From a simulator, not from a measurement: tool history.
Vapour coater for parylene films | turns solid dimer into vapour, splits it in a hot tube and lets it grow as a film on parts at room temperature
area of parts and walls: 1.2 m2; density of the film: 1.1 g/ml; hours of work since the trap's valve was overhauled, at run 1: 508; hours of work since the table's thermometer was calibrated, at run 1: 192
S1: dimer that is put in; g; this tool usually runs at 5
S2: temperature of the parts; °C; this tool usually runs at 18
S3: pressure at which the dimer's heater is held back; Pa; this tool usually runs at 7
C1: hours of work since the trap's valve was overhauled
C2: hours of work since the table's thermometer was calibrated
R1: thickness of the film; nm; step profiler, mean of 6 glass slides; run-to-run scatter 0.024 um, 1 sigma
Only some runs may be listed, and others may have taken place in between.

Run 1, hour 0: usual settings; C1 508; C2 192. Result: R1 2210 nm.
At hour 6.8: trap's valve overhauled.
Run 2, hour 26.7: usual settings but S2 16 °C; C1 13; C2 207. Result: R1 2700 nm.
Run 3, hour 57.7: usual settings but S2 16 °C; C1 33; C2 227. Result: R1 2710 nm.
Run 4, hour 83.6: usual settings; C1 50; C2 243. Result: R1 2540 nm.
Run 5, hour 112.8: usual settings; C1 69; C2 262. Result: R1 2510 nm.
Run 6, hour 138.7: usual settings; C1 85; C2 279. Result: R1 2460 nm.
Run 7, hour 169.1: usual settings; C1 105; C2 299. Result: R1 2460 nm.
Run 8, hour 185.2: usual settings but S3 5.32 Pa; C1 115; C2 309. Result: R1 2590 nm.
Run 9, hour 207.8: usual settings but S3 7.23 Pa; C1 130; C2 324. Result: R1 2460 nm.
Run 10, hour 234.6: usual settings but S2 13 °C; C1 147; C2 341. Result: R1 2850 nm.
Run 11, hour 254.7: usual settings but S1 3 g; C1 160; C2 354. Result: R1 1500 nm.
Run 12, hour 274.3: usual settings but S1 2 g; C1 173; C2 367. Result: R1 970 nm.
Run 13, hour 290.6: usual settings; C1 183; C2 377. Result: R1 2440 nm.
Run 14, hour 311.8: usual settings; C1 197; C2 391. Result: R1 2440 nm.
Run 15, hour 331.4: usual settings; C1 210; C2 404. Result: R1 2450 nm.
Run 16, hour 349.7: usual settings; C1 222; C2 415. Result: R1 2410 nm.
Run 17, hour 369.3: usual settings; C1 234; C2 428. Result: R1 2460 nm.
Run 18, hour 386.7: usual settings but S1 6 g; C1 245; C2 439. Result: R1 2860 nm.
Run 19, hour 411.1: usual settings; C1 261; C2 455. Result: R1 2350 nm.
Run 20, hour 423.7: usual settings; C1 269; C2 463. Result: R1 2360 nm.
Run 21, hour 451: usual settings but S2 16 °C, S3 2.37 Pa; C1 287; C2 481. Result: R1 2890 nm.
Run 22, hour 466.9: usual settings but S2 17 °C, S3 3.13 Pa; C1 297; C2 491. Result: R1 2690 nm.
Run 23, hour 494.1: usual settings but S2 17 °C, S3 3.13 Pa; C1 315; C2 509. Result: R1 2690 nm.
Run 24, hour 523.8: usual settings but S2 19 °C, S3 2.55 Pa; C1 334; C2 528. Result: R1 2580 nm.
Run 25, hour 537.5: usual settings but S2 15 °C, S3 10.38 Pa; C1 343; C2 537. Result: R1 2370 nm.
Run 26, hour 565.1: usual settings but S2 15 °C, S3 10.38 Pa; C1 361; C2 555. Result: R1 2340 nm.
Run 27, hour 595.3: usual settings but S2 13 °C, S3 4.6 Pa; C1 380; C2 574. Result: R1 2790 nm.
Run 28, hour 609: usual settings but S2 17 °C, S3 4.46 Pa; C1 389; C2 583. Result: R1 2470 nm.
Run 29, hour 622.7: usual settings but S2 12 °C; C1 398; C2 592. Result: R1 2700 nm.
Run 30, hour 649: usual settings but S1 7 g, S2 22 °C, S3 5.05 Pa; C1 415; C2 609. Result: R1 3010 nm.

Run 31 comes next. What will it give?
Run 31, hour 667.5: usual settings but S1 7 g, S2 22 °C, S3 5.05 Pa; C1 427; C2 621. Result: R1 ?.

R1: 2920 nm
If the tool had no hidden condition, the same run with the same run-to-run variation would have returned R1 3360 nm.
